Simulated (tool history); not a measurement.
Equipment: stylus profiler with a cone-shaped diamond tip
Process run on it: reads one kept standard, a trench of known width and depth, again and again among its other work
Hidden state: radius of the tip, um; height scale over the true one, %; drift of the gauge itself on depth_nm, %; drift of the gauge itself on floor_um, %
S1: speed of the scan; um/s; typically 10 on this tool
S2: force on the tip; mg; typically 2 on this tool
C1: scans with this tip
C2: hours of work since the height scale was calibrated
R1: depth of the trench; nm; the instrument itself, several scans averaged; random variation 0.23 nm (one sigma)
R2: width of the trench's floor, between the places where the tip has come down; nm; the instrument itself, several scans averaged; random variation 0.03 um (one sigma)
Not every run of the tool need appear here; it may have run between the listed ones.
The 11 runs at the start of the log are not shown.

{"run": 12, "hour": 151.5, "S1": 4, "S2": 0.83, "C1": 3235, "C2": 249, "R1": 1004.25, "R2": 13940}
{"run": 13, "hour": 160.2, "S1": 10, "S2": 5.47, "C1": 3281, "C2": 252, "R1": 1017.1, "R2": 14010}
{"run": 14, "hour": 177.3, "S1": 10, "S2": 5.47, "C1": 3371, "C2": 259, "R1": 1016.95, "R2": 13970}
{"run": 15, "hour": 191.4, "S1": 10, "S2": 5.47, "C1": 3446, "C2": 265, "R1": 1016.75, "R2": 13960}
{"run": 16, "hour": 207.7, "S1": 10, "S2": 2, "C1": 3532, "C2": 272, "R1": 1008.72, "R2": 13930}
{"run": 17, "hour": 215.6, "S1": 10, "S2": 2, "C1": 3573, "C2": 275, "R1": 1008.69, "R2": 13980}
{"run": 18, "hour": 223.6, "S1": 10, "S2": 1.22, "C1": 3616, "C2": 278, "R1": 1006.16, "R2": 13920}
{"run": 19, "hour": 240.7, "S1": 10, "S2": 1.22, "C1": 3706, "C2": 285, "R1": 1006.34, "R2": 13890}
{"run": 20, "hour": 252.1, "S1": 3, "S2": 3.8, "C1": 3766, "C2": 289, "R1": 1013.13, "R2": 13980}
{"run": 21, "hour": 263.4, "S1": 7, "S2": 2.05, "C1": 3826, "C2": 294, "R1": 1008.73, "R2": 13930}
{"run": 22, "hour": 280.4, "S1": 38, "S2": 1.84, "C1": 3916, "C2": 301, "R1": 1008.3, "R2": 13730}
{"run": 23, "hour": 295.2, "S1": 17, "S2": 4.34, "C1": 3994, "C2": 307, "R1": 1014.59, "R2": 13920}
{"run": 24, "hour": 305.0, "S1": 16, "S2": 4.38, "C1": 4045, "C2": 311, "R1": 1014.91, "R2": 13960}
{"run": 25, "hour": 320.5, "S1": 7, "S2": 4.38, "C1": 4127, "C2": 317, "R1": 1014.78, "R2": 13920}
{"run": 26, "hour": 337.8, "S1": 29, "S2": 1.79, "C1": 4218, "C2": 324, "R1": 1008.14, "R2": 13800}
{"run": 27, "hour": 349.0, "S1": 14, "S2": 2.41, "C1": 4278, "C2": 329, "R1": 1009.87, "R2": 13900}
{"run": 28, "hour": 365.5, "S1": 11, "S2": 1.55, "C1": 4365, "C2": 336, "R1": 1007.19, "R2": 13900}
{"run": 29, "hour": 378.0, "S1": 4, "S2": 2.54, "C1": 4430, "C2": 341, "R1": 1010.11, "R2": 13980}
{"run": 30, "hour": 385.8, "S1": 4, "S2": 2.54, "C1": 4472, "C2": 344, "R1": 1010.38, "R2": 13990}
{"run": 31, "hour": 400.7, "S1": 4, "S2": 2.54, "C1": 4550, "C2": 350, "R1": 1010.4, "R2": 13990}
{"run": 32, "hour": 413.4, "S1": 31, "S2": 0.9, "C1": 4618, "C2": 355, "R1": 1005.25, "R2": 13740}
{"run": 33, "hour": 431.8, "S1": 31, "S2": 0.9, "C1": 4715, "C2": 362, "R1": 1005.08, "R2": 13680}
{"run": 34, "hour": 443.9, "S1": 6, "S2": 2, "C1": 4778, "C2": 367, "R1": 1008.56, "R2": 13950}

The next listed run, before its measurement:
{"run": 35, "hour": 459.9, "S1": 6, "S2": 2, "C1": 4863, "C2": 374, "R1": "?", "R2": "?"}

For run 35 the tool returned R1 1008.44 nm, R2 13940 nm.
The same run, on a tool lacking any hidden state, would have yielded R1 1008.43 nm, R2 13950 nm.

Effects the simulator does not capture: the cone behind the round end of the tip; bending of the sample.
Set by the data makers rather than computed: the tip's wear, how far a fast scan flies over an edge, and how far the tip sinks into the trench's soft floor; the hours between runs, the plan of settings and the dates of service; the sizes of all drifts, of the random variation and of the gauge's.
